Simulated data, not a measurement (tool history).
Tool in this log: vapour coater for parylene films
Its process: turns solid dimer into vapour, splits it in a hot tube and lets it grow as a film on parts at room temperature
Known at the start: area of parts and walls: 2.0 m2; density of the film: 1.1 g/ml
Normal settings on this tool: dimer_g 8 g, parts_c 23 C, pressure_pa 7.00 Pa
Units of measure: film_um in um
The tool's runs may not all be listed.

Run 1, day 0.000: usual settings. Result: film_um 2.05 um.
Run 2, day 0.562: usual settings. Result: film_um 2.04 um.
Run 3, day 0.867: usual settings but dimer_g 13 g. Result: film_um 3.33 um.
Run 4, day 1.338: usual settings but dimer_g 13 g. Result: film_um 3.36 um.
Run 5, day 1.654: usual settings but dimer_g 5 g. Result: film_um 1.28 um.
At day 1.758: table's thermometer calibrated.
Run 6, day 2.208: usual settings but dimer_g 5 g. Result: film_um 1.28 um.
At day 2.717: trap's valve overhauled.
Run 7, day 3.038: usual settings but pressure_pa 7.07 Pa. Result: film_um 2.26 um.
Run 8, day 3.421: usual settings but dimer_g 12 g, parts_c 33 C, pressure_pa 3.57 Pa. Result: film_um 3.07 um.
At day 3.929: table's thermometer calibrated, once more.
Run 9, day 4.000: usual settings but dimer_g 12 g, parts_c 33 C, pressure_pa 3.57 Pa. Result: film_um 3.08 um.
Run 10, day 4.558: usual settings but dimer_g 12 g, parts_c 33 C, pressure_pa 3.57 Pa. Result: film_um 3.02 um.
Run 11, day 5.017: usual settings but dimer_g 12 g, parts_c 33 C, pressure_pa 3.57 Pa. Result: film_um 3.02 um.
Run 12, day 5.562: usual settings but dimer_g 3 g. Result: film_um 0.88 um.
Run 13, day 6.225: usual settings but dimer_g 3 g. Result: film_um 0.84 um.
Run 14, day 6.671: usual settings. Result: film_um 2.29 um.

Below, each run's measurement less what the same run would have read without the hidden state. Both values contain the same run-to-run variation, but the gauge's scatter may not be the same in both:
Unlogged tool condition in this case: vapour lost through the trap's worn valve, %; true temperature of the parts over the reading, C; drift of the gauge itself on film_um, %.
run  film_um
  1    -0.20
  2    -0.21
  3    -0.35
  4    -0.36
  5    -0.14
  6    -0.14
  7    -0.03
  8    -0.04
  9    -0.01
 10    -0.03
 11    -0.04
 12    -0.01
 13    -0.01
 14    -0.04

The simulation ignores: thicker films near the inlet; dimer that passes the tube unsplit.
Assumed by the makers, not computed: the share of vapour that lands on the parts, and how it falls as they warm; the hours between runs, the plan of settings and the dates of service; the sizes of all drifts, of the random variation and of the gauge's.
